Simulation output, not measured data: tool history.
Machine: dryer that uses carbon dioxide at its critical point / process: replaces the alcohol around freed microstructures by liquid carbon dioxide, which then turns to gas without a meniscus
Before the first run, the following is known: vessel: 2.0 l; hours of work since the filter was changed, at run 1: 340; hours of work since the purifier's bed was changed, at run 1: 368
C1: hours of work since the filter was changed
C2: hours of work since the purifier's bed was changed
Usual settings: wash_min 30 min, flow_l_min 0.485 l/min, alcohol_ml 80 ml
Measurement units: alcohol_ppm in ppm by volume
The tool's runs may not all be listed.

{"run": 1, "hour": 0.0, "wash_min": 30, "flow_l_min": 0.485, "alcohol_ml": 80, "C1": 340, "C2": 368, "alcohol_ppm": 247}
{"run": 2, "hour": 23.4, "wash_min": 30, "flow_l_min": 0.485, "alcohol_ml": 80, "C1": 356, "C2": 383, "alcohol_ppm": 251}
{"run": 3, "hour": 49.1, "wash_min": 30, "flow_l_min": 0.485, "alcohol_ml": 80, "C1": 372, "C2": 400, "alcohol_ppm": 275}
{"run": 4, "hour": 72.0, "wash_min": 30, "flow_l_min": 0.485, "alcohol_ml": 80, "C1": 387, "C2": 415, "alcohol_ppm": 272}
{"run": 5, "hour": 94.0, "wash_min": 30, "flow_l_min": 0.574, "alcohol_ml": 80, "C1": 402, "C2": 429, "alcohol_ppm": 235}
{"run": 6, "hour": 111.4, "wash_min": 30, "flow_l_min": 0.558, "alcohol_ml": 80, "C1": 413, "C2": 441, "alcohol_ppm": 228}
{"run": 7, "hour": 129.0, "wash_min": 30, "flow_l_min": 0.558, "alcohol_ml": 80, "C1": 425, "C2": 452, "alcohol_ppm": 253}
{"run": 8, "hour": 141.8, "wash_min": 30, "flow_l_min": 0.485, "alcohol_ml": 80, "C1": 433, "C2": 460, "alcohol_ppm": 289}
{"run": 9, "hour": 168.7, "wash_min": 30, "flow_l_min": 0.485, "alcohol_ml": 80, "C1": 450, "C2": 478, "alcohol_ppm": 319}
{"run": 10, "hour": 186.8, "wash_min": 30, "flow_l_min": 0.485, "alcohol_ml": 80, "C1": 462, "C2": 490, "alcohol_ppm": 327}
{"run": 11, "hour": 200.5, "wash_min": 30, "flow_l_min": 0.485, "alcohol_ml": 80, "C1": 471, "C2": 499, "alcohol_ppm": 314}
{"hour": 219.9, "done": "purifier's bed changed"}
{"run": 12, "hour": 227.4, "wash_min": 30, "flow_l_min": 0.485, "alcohol_ml": 80, "C1": 487, "C2": 5, "alcohol_ppm": 94}
{"run": 13, "hour": 249.6, "wash_min": 30, "flow_l_min": 0.408, "alcohol_ml": 80, "C1": 501, "C2": 19, "alcohol_ppm": 265}
{"run": 14, "hour": 265.9, "wash_min": 21, "flow_l_min": 0.485, "alcohol_ml": 80, "C1": 512, "C2": 30, "alcohol_ppm": 591}
{"run": 15, "hour": 292.1, "wash_min": 21, "flow_l_min": 0.485, "alcohol_ml": 80, "C1": 529, "C2": 47, "alcohol_ppm": 624}
{"run": 16, "hour": 314.7, "wash_min": 30, "flow_l_min": 0.706, "alcohol_ml": 80, "C1": 543, "C2": 62, "alcohol_ppm": 37}
{"hour": 317.4, "done": "inlet filter changed"}
{"run": 17, "hour": 330.6, "wash_min": 30, "flow_l_min": 0.706, "alcohol_ml": 80, "C1": 9, "C2": 71, "alcohol_ppm": 35}
{"run": 18, "hour": 355.4, "wash_min": 30, "flow_l_min": 0.343, "alcohol_ml": 80, "C1": 25, "C2": 88, "alcohol_ppm": 353}
{"run": 19, "hour": 378.3, "wash_min": 30, "flow_l_min": 0.485, "alcohol_ml": 80, "C1": 40, "C2": 103, "alcohol_ppm": 89}
{"run": 20, "hour": 395.9, "wash_min": 30, "flow_l_min": 0.485, "alcohol_ml": 80, "C1": 51, "C2": 114, "alcohol_ppm": 85}
{"run": 21, "hour": 417.8, "wash_min": 30, "flow_l_min": 0.485, "alcohol_ml": 80, "C1": 65, "C2": 128, "alcohol_ppm": 98}
{"run": 22, "hour": 430.2, "wash_min": 48, "flow_l_min": 0.485, "alcohol_ml": 80, "C1": 73, "C2": 136, "alcohol_ppm": 56}
{"run": 23, "hour": 447.6, "wash_min": 48, "flow_l_min": 0.485, "alcohol_ml": 80, "C1": 85, "C2": 148, "alcohol_ppm": 84}
{"run": 24, "hour": 459.4, "wash_min": 48, "flow_l_min": 0.485, "alcohol_ml": 80, "C1": 92, "C2": 155, "alcohol_ppm": 74}
{"run": 25, "hour": 475.3, "wash_min": 46, "flow_l_min": 0.315, "alcohol_ml": 28, "C1": 103, "C2": 166, "alcohol_ppm": 98}
{"run": 26, "hour": 501.4, "wash_min": 23, "flow_l_min": 0.344, "alcohol_ml": 55, "C1": 120, "C2": 183, "alcohol_ppm": 811}
{"run": 27, "hour": 523.4, "wash_min": 34, "flow_l_min": 0.599, "alcohol_ml": 30, "C1": 134, "C2": 197, "alcohol_ppm": 92}
{"run": 28, "hour": 550.5, "wash_min": 27, "flow_l_min": 0.624, "alcohol_ml": 101, "C1": 152, "C2": 215, "alcohol_ppm": 116}
{"run": 29, "hour": 562.8, "wash_min": 33, "flow_l_min": 0.485, "alcohol_ml": 26, "C1": 160, "C2": 223, "alcohol_ppm": 111}
{"run": 30, "hour": 575.0, "wash_min": 33, "flow_l_min": 0.485, "alcohol_ml": 26, "C1": 168, "C2": 231, "alcohol_ppm": 115}
{"run": 31, "hour": 588.3, "wash_min": 30, "flow_l_min": 0.485, "alcohol_ml": 60, "C1": 176, "C2": 239, "alcohol_ppm": 144}
{"run": 32, "hour": 613.6, "wash_min": 37, "flow_l_min": 0.485, "alcohol_ml": 70, "C1": 193, "C2": 256, "alcohol_ppm": 119}
{"run": 33, "hour": 637.6, "wash_min": 26, "flow_l_min": 0.358, "alcohol_ml": 70, "C1": 209, "C2": 271, "alcohol_ppm": 675}
{"run": 34, "hour": 657.2, "wash_min": 24, "flow_l_min": 0.372, "alcohol_ml": 42, "C1": 221, "C2": 284, "alcohol_ppm": 513}
{"run": 35, "hour": 674.1, "wash_min": 24, "flow_l_min": 0.372, "alcohol_ml": 42, "C1": 232, "C2": 295, "alcohol_ppm": 545}
{"run": 36, "hour": 696.6, "wash_min": 43, "flow_l_min": 0.627, "alcohol_ml": 42, "C1": 247, "C2": 310, "alcohol_ppm": 146}
{"run": 37, "hour": 714.8, "wash_min": 43, "flow_l_min": 0.627, "alcohol_ml": 42, "C1": 259, "C2": 322, "alcohol_ppm": 154}
{"run": 38, "hour": 732.9, "wash_min": 43, "flow_l_min": 0.627, "alcohol_ml": 42, "C1": 271, "C2": 333, "alcohol_ppm": 155}
{"run": 39, "hour": 759.2, "wash_min": 22, "flow_l_min": 0.485, "alcohol_ml": 26, "C1": 288, "C2": 351, "alcohol_ppm": 284}
{"run": 40, "hour": 771.8, "wash_min": 30, "flow_l_min": 0.485, "alcohol_ml": 68, "C1": 296, "C2": 359, "alcohol_ppm": 222}
{"run": 41, "hour": 794.3, "wash_min": 30, "flow_l_min": 0.485, "alcohol_ml": 62, "C1": 311, "C2": 373, "alcohol_ppm": 212}
{"run": 42, "hour": 814.0, "wash_min": 30, "flow_l_min": 0.434, "alcohol_ml": 30, "C1": 323, "C2": 386, "alcohol_ppm": 222}
{"run": 43, "hour": 828.3, "wash_min": 41, "flow_l_min": 0.434, "alcohol_ml": 29, "C1": 333, "C2": 396, "alcohol_ppm": 184}
{"run": 44, "hour": 845.1, "wash_min": 41, "flow_l_min": 0.434, "alcohol_ml": 29, "C1": 344, "C2": 407, "alcohol_ppm": 190}

Alternative continuations, all from the tool just after run 44; predict every row:
{"run": "A", "hour": 857.9, "wash_min": 36, "flow_l_min": 0.434, "alcohol_ml": 29, "C1": 352, "C2": 415, "alcohol_ppm": "?"}
{"run": "B", "hour": 857.9, "wash_min": 37, "flow_l_min": 0.485, "alcohol_ml": 25, "C1": 352, "C2": 415, "alcohol_ppm": "?"}
{"run": "C", "hour": 857.9, "wash_min": 26, "flow_l_min": 0.528, "alcohol_ml": 38, "C1": 352, "C2": 415, "alcohol_ppm": "?"}
{"run": "D", "hour": 857.9, "wash_min": 30, "flow_l_min": 0.485, "alcohol_ml": 61, "C1": 352, "C2": 415, "alcohol_ppm": "?"}
{"run": "E", "hour": 857.9, "wash_min": 41, "flow_l_min": 0.434, "alcohol_ml": 30, "C1": 352, "C2": 415, "alcohol_ppm": "?"}

run=A alcohol_ppm=220
run=B alcohol_ppm=196
run=C alcohol_ppm=250
run=D alcohol_ppm=229
run=E alcohol_ppm=202
With no hidden state in the tool, these same runs would have given:
run=A alcohol_ppm=21
run=B alcohol_ppm=11
run=C alcohol_ppm=38
run=D alcohol_ppm=19
run=E alcohol_ppm=12
